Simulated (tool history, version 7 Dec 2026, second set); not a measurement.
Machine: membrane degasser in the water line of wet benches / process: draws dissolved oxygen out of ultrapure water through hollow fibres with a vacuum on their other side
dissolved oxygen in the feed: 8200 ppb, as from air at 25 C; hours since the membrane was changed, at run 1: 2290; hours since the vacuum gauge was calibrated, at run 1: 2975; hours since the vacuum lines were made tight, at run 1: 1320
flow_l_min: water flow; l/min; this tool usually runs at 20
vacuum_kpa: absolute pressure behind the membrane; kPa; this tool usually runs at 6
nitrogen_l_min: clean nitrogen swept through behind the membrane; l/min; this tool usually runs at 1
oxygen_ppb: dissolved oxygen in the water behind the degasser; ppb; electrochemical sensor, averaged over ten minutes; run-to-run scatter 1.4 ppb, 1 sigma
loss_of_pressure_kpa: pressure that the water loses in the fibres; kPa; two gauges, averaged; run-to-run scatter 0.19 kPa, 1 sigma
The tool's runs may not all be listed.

run,hour,flow_l_min,vacuum_kpa,nitrogen_l_min,hours since the membrane was changed,hours since the vacuum gauge was calibrated,hours since the vacuum lines were made tight,oxygen_ppb,loss_of_pressure_kpa
1,0,20,6,1,2290,2975,1320,137,37.43
2,137.3,20,6,1,2428,3112,1457,137.2,37.36
3,300.2,20,6,1,2591,3275,1620,138.1,37.36
4,475.4,20,6,1,2766,3450,1795,136.3,37.65
5,594.9,20,6,1,2885,3570,1914,135.6,37.63
6,742.9,20,10.18,1,3033,3718,2062,315.1,37.5
7,840.1,20,10.18,1.46,3130,3815,2160,228.1,37.27
8,943.4,20,10.18,0.58,3234,3918,2263,486.3,37.57
9,1097.5,20,10.18,0.58,3388,4072,2417,487,37.46
10,1227.6,20,10.18,0.58,3518,4202,2547,488.1,37.07
11,1447.8,20,6,0.44,3738,4423,2767,255.6,37.35
12,1627.9,20,6,1,3918,4603,2947,137.4,37.52
13,1819.7,20,6,1,4110,4795,3139,134.5,37.45
14,1982.1,20,5.68,1,4272,4957,3302,122.3,37.28
15,2176.7,29,11.73,0.79,4467,5152,3496,632.5,54.42
16,2311,29,11.73,0.79,4601,5286,3631,631.6,54.1
17,2438.1,14,7.72,2.04,4728,5413,3758,78.3,25.67
18,2591.1,20,4.59,1.07,4881,5566,3911,71,37.09
19,2683.6,22,6,1,4974,5658,4003,154,40.8
20,2887.1,16,3.73,0.63,5177,5862,4207,36.3,29.65
21,3013.9,15,4.84,0.41,5304,5989,4333,127.1,27.74
22,3122.3,14,10.43,0.46,5413,6097,4442,456.8,26.05
23,3226.5,14,3.67,1.74,5517,6201,4546,14.1,26.08
24,3429.8,14,3.67,1.74,5720,6405,4749,13.9,26.04

Predict each of these 5 candidate next runs independently; none follows another, all start after run 24:
# hour 3497.1: seals of the vacuum lines changed
A,3559.7,13,12.36,0.84,5848,6533,63,?,?
# hour 3497.1: seals of the vacuum lines changed
B,3559.7,21,6,1.78,5848,6533,63,?,?
# hour 3497.1: seals of the vacuum lines changed
C,3559.7,21,5.63,1.74,5848,6533,63,?,?
# hour 3497.1: seals of the vacuum lines changed
D,3559.7,13,3.67,1.82,5848,6533,63,?,?
# hour 3497.1: seals of the vacuum lines changed
E,3559.7,20,6.23,1,5848,6533,63,?,?

run,oxygen_ppb,loss_of_pressure_kpa
A,321.5,23.95
B,93,38.87
C,82.7,38.8
D,11.8,23.88
E,146.4,37.07
Take away the tool's hidden state, keep each run's random variation, and the runs would have read:
run,oxygen_ppb,loss_of_pressure_kpa
A,321.3,24.33
B,92.8,39.49
C,82.5,39.41
D,11.7,24.26
E,146.1,37.66
